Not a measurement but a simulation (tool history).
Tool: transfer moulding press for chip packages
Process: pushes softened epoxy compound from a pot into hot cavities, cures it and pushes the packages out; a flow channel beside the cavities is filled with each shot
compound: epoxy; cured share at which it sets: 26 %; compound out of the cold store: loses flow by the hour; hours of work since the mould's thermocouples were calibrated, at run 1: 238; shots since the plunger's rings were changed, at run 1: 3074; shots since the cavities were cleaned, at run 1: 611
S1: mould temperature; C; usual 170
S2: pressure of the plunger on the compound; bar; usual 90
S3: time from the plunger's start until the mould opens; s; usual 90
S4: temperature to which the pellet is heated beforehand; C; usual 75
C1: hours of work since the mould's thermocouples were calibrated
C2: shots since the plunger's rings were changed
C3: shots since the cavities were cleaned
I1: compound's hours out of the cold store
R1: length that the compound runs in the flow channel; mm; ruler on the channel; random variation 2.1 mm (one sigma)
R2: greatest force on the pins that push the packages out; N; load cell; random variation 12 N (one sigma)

run 1 day=0 | S1=170 S2=90 S3=90 S4=75 | C1=238 C2=3074 C3=611 | I1=22.4 | R1=895 R2=876
-- day=0.171 cavities cleaned with cleaning compound and waxed
run 2 day=0.683 | S1=170 S2=90 S3=90 S4=75 | C1=249 C2=3299 C3=186 | I1=33.5 | R1=829 R2=724
run 3 day=1.433 | S1=170 S2=90 S3=90 S4=75 | C1=261 C2=3572 C3=459 | I1=13.2 | R1=945 R2=875
-- day=1.983 cavities cleaned with cleaning compound and waxed
run 4 day=2.212 | S1=170 S2=90 S3=90 S4=75 | C1=273 C2=3833 C3=83 | I1=26.6 | R1=863 R2=672
run 5 day=3.062 | S1=170 S2=90 S3=90 S4=77 | C1=287 C2=4141 C3=391 | I1=27.5 | R1=861 R2=801
-- day=3.746 cavities cleaned with cleaning compound and waxed
run 6 day=4.104 | S1=170 S2=90 S3=90 S4=77 | C1=303 C2=4497 C3=130 | I1=21.7 | R1=888 R2=705
run 7 day=4.758 | S1=170 S2=90 S3=90 S4=77 | C1=314 C2=4736 C3=369 | I1=43 | R1=770 R2=762
-- day=5.612 cavities cleaned with cleaning compound and waxed
run 8 day=6.083 | S1=170 S2=90 S3=90 S4=77 | C1=335 C2=5195 C3=172 | I1=33.4 | R1=824 R2=682
run 9 day=7.208 | S1=170 S2=90 S3=90 S4=77 | C1=354 C2=5603 C3=580 | I1=43.6 | R1=762 R2=782
-- day=7.379 cavities cleaned with cleaning compound and waxed
-- day=7.567 plunger's sealing rings changed
run 10 day=8.492 | S1=170 S2=90 S3=90 S4=77 | C1=372 C2=336 C3=367 | I1=18.5 | R1=940 R2=801
-- day=8.65 mould's thermocouples calibrated
-- day=9.362 cavities cleaned with cleaning compound and waxed
run 11 day=9.558 | S1=170 S2=90 S3=90 S4=77 | C1=14 C2=671 C3=71 | I1=34.3 | R1=842 R2=603
run 12 day=10.517 | S1=170 S2=90 S3=90 S4=77 | C1=30 C2=1018 C3=418 | I1=12.7 | R1=973 R2=819
-- day=11.138 cavities cleaned with cleaning compound and waxed
-- day=11.617 mould's thermocouples calibrated, once more
run 13 day=11.7 | S1=170 S2=90 S3=90 S4=77 | C1=1 C2=1396 C3=175 | I1=12.8 | R1=971 R2=743
run 14 day=12.871 | S1=168 S2=91.7 S3=90 S4=77 | C1=21 C2=1822 C3=601 | I1=8.2 | R1=1011 R2=1097
-- day=13.062 cavities cleaned with cleaning compound and waxed
run 15 day=13.721 | S1=170 S2=90 S3=73 S4=75 | C1=34 C2=2108 C3=239 | I1=25.7 | R1=885 R2=1266
-- day=14.825 cavities cleaned with cleaning compound and waxed
run 16 day=14.95 | S1=170 S2=90 S3=81 S4=85 | C1=53 C2=2532 C3=46 | I1=22.7 | R1=897 R2=812
run 17 day=16.025 | S1=170 S2=90 S3=81 S4=85 | C1=71 C2=2923 C3=437 | I1=20 | R1=915 R2=1065
-- day=16.625 cavities cleaned with cleaning compound and waxed
run 18 day=17.512 | S1=170 S2=100.3 S3=96 S4=75 | C1=95 C2=3441 C3=323 | I1=38.5 | R1=848 R2=687
-- day=18.442 cavities cleaned with cleaning compound and waxed
run 19 day=18.442 | S1=170 S2=100.3 S3=96 S4=75 | C1=109 C2=3755 C3=0 | I1=31.6 | R1=887 R2=530
run 20 day=19.6 | S1=170 S2=91 S3=90 S4=72 | C1=128 C2=4176 C3=421 | I1=29.6 | R1=858 R2=848
-- day=20.304 cavities cleaned with cleaning compound and waxed
run 21 day=20.45 | S1=170 S2=91 S3=76 S4=69 | C1=141 C2=4463 C3=54 | I1=8.5 | R1=985 R2=1119
run 22 day=21.321 | S1=171 S2=73.8 S3=116 S4=74 | C1=156 C2=4779 C3=370 | I1=39.1 | R1=720 R2=570
-- day=22.117 cavities cleaned with cleaning compound and waxed
run 23 day=22.488 | S1=169 S2=90 S3=90 S4=75 | C1=174 C2=5180 C3=134 | I1=35.7 | R1=810 R2=672
run 24 day=23.583 | S1=169 S2=90 S3=90 S4=75 | C1=192 C2=5578 C3=532 | I1=35.8 | R1=812 R2=894
-- day=23.954 plunger's sealing rings changed
-- day=24.017 cavities cleaned with cleaning compound and waxed
run 25 day=24.558 | S1=169 S2=90 S3=90 S4=75 | C1=206 C2=197 C3=197 | I1=46 | R1=785 R2=728
-- day=25.792 cavities cleaned with cleaning compound and waxed
run 26 day=25.829 | S1=168 S2=90 S3=90 S4=72 | C1=226 C2=635 C3=13 | I1=8.7 | R1=1009 R2=746

Hidden state at the last listed run before each entry between runs and at the first one after, where it differs:
Between runs 1 and 2: cavities cleaned with cleaning compound and waxed (day 0.171)
  true mould temperature over the reading, C: 0.47 -> 0.49; pressure that reaches the compound, % of what is set: 95.37 -> 95.08; grip of the stained cavities, % over clean ones': 47.7 -> 19.8
  measured less the result without the state, R1: -22 -> -22 mm; R2: +266 -> +102 N
Between runs 3 and 4: cavities cleaned with cleaning compound and waxed (day 1.983)
  true mould temperature over the reading, C: 0.52 -> 0.55; pressure that reaches the compound, % of what is set: 94.71 -> 94.38; grip of the stained cavities, % over clean ones': 40.1 -> 9.7
  measured less the result without the state, R1: -28 -> -27 mm; R2: +231 -> +39 N
Between runs 5 and 6: cavities cleaned with cleaning compound and waxed (day 3.746)
  true mould temperature over the reading, C: 0.57 -> 0.61; pressure that reaches the compound, % of what is set: 93.99 -> 93.51; grip of the stained cavities, % over clean ones': 36 -> 19.2
  measured less the result without the state, R1: -29 -> -32 mm; R2: +191 -> +91 N
Between runs 7 and 8: cavities cleaned with cleaning compound and waxed (day 5.612)
  true mould temperature over the reading, C: 0.64 -> 0.68; pressure that reaches the compound, % of what is set: 93.21 -> 92.65; grip of the stained cavities, % over clean ones': 37.8 -> 19.9
  measured less the result without the state, R1: -28 -> -33 mm; R2: +190 -> +90 N
Between runs 9 and 10: cavities cleaned with cleaning compound and waxed (day 7.379); plunger's sealing rings changed (day 7.567)
  true mould temperature over the reading, C: 0.72 -> 0.76; pressure that reaches the compound, % of what is set: 92.13 -> 99.36; grip of the stained cavities, % over clean ones': 48.9 -> 35.6
  measured less the result without the state, R1: -33 -> -5 mm; R2: +236 -> +180 N
Between runs 10 and 11: mould's thermocouples calibrated (day 8.65); cavities cleaned with cleaning compound and waxed (day 9.362)
  true mould temperature over the reading, C: 0.76 -> 1.22; pressure that reaches the compound, % of what is set: 99.36 -> 98.9; grip of the stained cavities, % over clean ones': 35.6 -> 10.4
  measured less the result without the state, R1: -5 -> -8 mm; R2: +180 -> +19 N
Between runs 12 and 13: cavities cleaned with cleaning compound and waxed (day 11.138); mould's thermocouples calibrated, once more (day 11.617)
  true mould temperature over the reading, C: 1.25 -> -0.11; pressure that reaches the compound, % of what is set: 98.47 -> 98; grip of the stained cavities, % over clean ones': 40.4 -> 19.9
  measured less the result without the state, R1: -11 -> -9 mm; R2: +188 -> +129 N
Between runs 14 and 15: cavities cleaned with cleaning compound and waxed (day 13.062)
  true mould temperature over the reading, C: -0.06 -> -0.03; pressure that reaches the compound, % of what is set: 97.46 -> 97.12; grip of the stained cavities, % over clean ones': 51 -> 24.8
  measured less the result without the state, R1: -12 -> -13 mm; R2: +373 -> +255 N
Between runs 15 and 16: cavities cleaned with cleaning compound and waxed (day 14.825)
  true mould temperature over the reading, C: -0.03 -> 0.01; pressure that reaches the compound, % of what is set: 97.12 -> 96.6; grip of the stained cavities, % over clean ones': 24.8 -> 6.2
  measured less the result without the state, R1: -13 -> -16 mm; R2: +255 -> +47 N
Between runs 17 and 18: cavities cleaned with cleaning compound and waxed (day 16.625)
  true mould temperature over the reading, C: 0.05 -> 0.1; pressure that reaches the compound, % of what is set: 96.11 -> 95.49; grip of the stained cavities, % over clean ones': 40.4 -> 30.6
  measured less the result without the state, R1: -19 -> -20 mm; R2: +305 -> +158 N
Between runs 18 and 19: cavities cleaned with cleaning compound and waxed (day 18.442)
  true mould temperature over the reading, C: 0.1 -> 0.13; pressure that reaches the compound, % of what is set: 95.49 -> 95.09; grip of the stained cavities, % over clean ones': 30.6 -> 1.2
  measured less the result without the state, R1: -20 -> -23 mm; R2: +158 -> +3 N
Between runs 20 and 21: cavities cleaned with cleaning compound and waxed (day 20.304)
  true mould temperature over the reading, C: 0.17 -> 0.2; pressure that reaches the compound, % of what is set: 94.53 -> 94.17; grip of the stained cavities, % over clean ones': 39.1 -> 7
  measured less the result without the state, R1: -25 -> -30 mm; R2: +232 -> +59 N
Between runs 22 and 23: cavities cleaned with cleaning compound and waxed (day 22.117)
  true mould temperature over the reading, C: 0.24 -> 0.28; pressure that reaches the compound, % of what is set: 93.78 -> 93.31; grip of the stained cavities, % over clean ones': 35.4 -> 16.8
  measured less the result without the state, R1: -24 -> -29 mm; R2: +148 -> +86 N
Between runs 24 and 25: plunger's sealing rings changed (day 23.954); cavities cleaned with cleaning compound and waxed (day 24.017)
  true mould temperature over the reading, C: 0.32 -> 0.35; pressure that reaches the compound, % of what is set: 92.8 -> 99.61; grip of the stained cavities, % over clean ones': 45.9 -> 21
  measured less the result without the state, R1: -31 -> -3 mm; R2: +269 -> +115 N
Between runs 25 and 26: cavities cleaned with cleaning compound and waxed (day 25.792)
  true mould temperature over the reading, C: 0.35 -> 0.39; pressure that reaches the compound, % of what is set: 99.61 -> 99.06; grip of the stained cavities, % over clean ones': 21 -> 3
  measured less the result without the state, R1: -3 -> -6 mm; R2: +115 -> +1 N

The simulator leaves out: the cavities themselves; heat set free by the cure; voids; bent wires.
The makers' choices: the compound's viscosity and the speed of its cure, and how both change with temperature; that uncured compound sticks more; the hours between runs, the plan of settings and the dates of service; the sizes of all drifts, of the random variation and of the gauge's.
